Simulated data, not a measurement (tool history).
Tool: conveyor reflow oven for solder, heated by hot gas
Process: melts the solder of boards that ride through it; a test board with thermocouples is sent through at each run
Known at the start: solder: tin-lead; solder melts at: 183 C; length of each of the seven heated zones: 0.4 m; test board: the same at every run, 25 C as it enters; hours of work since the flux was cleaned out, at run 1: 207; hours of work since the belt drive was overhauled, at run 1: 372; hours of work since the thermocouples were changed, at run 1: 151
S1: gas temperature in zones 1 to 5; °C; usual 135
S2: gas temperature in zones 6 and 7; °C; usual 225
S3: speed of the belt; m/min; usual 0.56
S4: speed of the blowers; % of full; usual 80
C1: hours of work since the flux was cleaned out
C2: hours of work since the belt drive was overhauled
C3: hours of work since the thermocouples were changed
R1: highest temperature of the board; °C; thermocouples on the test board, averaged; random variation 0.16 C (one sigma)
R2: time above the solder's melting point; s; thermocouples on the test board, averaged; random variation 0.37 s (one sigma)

run	hour	S1	S2	S3	S4	C1	C2	C3	R1	R2
1	0	135	225	0.56	80	207	372	151	213.9	62.6
# hour 16.4: flux residue cleaned out of gas plates and filters
2	33.6	135	225	0.56	80	13	393	173	215.6	64.1
3	54.9	135	225	0.56	80	29	410	189	215.5	63.9
4	78.2	130	225	0.56	80	47	427	207	214.7	61.2
5	102.6	130	225	0.56	80	66	446	225	215	61.6
6	132.4	135	225	0.56	80	88	468	248	215.5	63.5
7	161.4	123	225	0.56	80	110	491	270	213.6	59.1
8	181.6	123	225	0.56	80	126	506	285	213.4	58.2
9	195.9	123	225	0.56	85	136	517	296	214.3	59.1
10	214.3	135	215	0.56	80	150	531	310	206.1	54.6
11	228.9	135	225	0.563	80	161	542	321	215.1	63.3
12	242.4	135	225	0.563	80	172	552	332	214.7	62.9
13	256.9	135	225	0.563	80	183	563	343	214.7	62.4
14	278.9	135	225	0.563	87	199	580	359	215.8	63.9
15	298.3	135	225	0.563	87	214	595	374	215.7	64.5
# hour 305.1: flux residue cleaned out of gas plates and filters
16	320.4	135	228	0.475	87	12	607	387	223.2	85.4
17	343.3	135	225	0.613	85	29	625	404	214.6	58.2
18	357.6	134	225	0.613	80	40	636	415	213.5	56
19	388.4	134	225	0.613	80	63	659	439	213.8	55.7
20	410.5	131	225	0.613	65	80	676	455	209.9	50.8
21	438.3	144	220	0.655	80	101	697	477	208.9	51.2
22	461.8	144	220	0.521	80	119	715	494	213.9	72.5
# hour 489.2: thermocouples of zones 6 and 7 changed
23	491.4	144	220	0.521	80	140	736	2	211.9	70.3
24	508.5	132	220	0.62	80	153	749	15	206.3	47.7
25	526.6	125	220	0.62	71	167	763	28	203.1	41.5

The same runs without the tool's hidden state, with the same run-to-run variation:
The hidden state here: heat that the gas passes to the board, % of a clean oven's; belt's true speed, % of the reading; true gas temperature in zones 6 and 7 over the reading, C; drift of the gauge itself on peak_c, C; drift of the gauge itself on liquid_s, %.
run	R1	R2
1	214.4	62.9
2	214.5	62.5
3	214.5	62.3
4	213.7	59.7
5	214	60.2
6	214.6	62.2
7	212.9	57.9
8	212.7	57.1
9	213.7	58.1
10	205.4	53.5
11	214.5	62.2
12	214.1	61.8
13	214.1	61.4
14	215.4	63
15	215.3	63.7
16	221.4	82.6
17	212.9	55.8
18	211.8	53.6
19	212.1	53.4
20	208.3	48.3
21	207.5	49.1
22	212.3	69.9
23	212.2	69.6
24	206.9	47.7
25	203.8	41.9
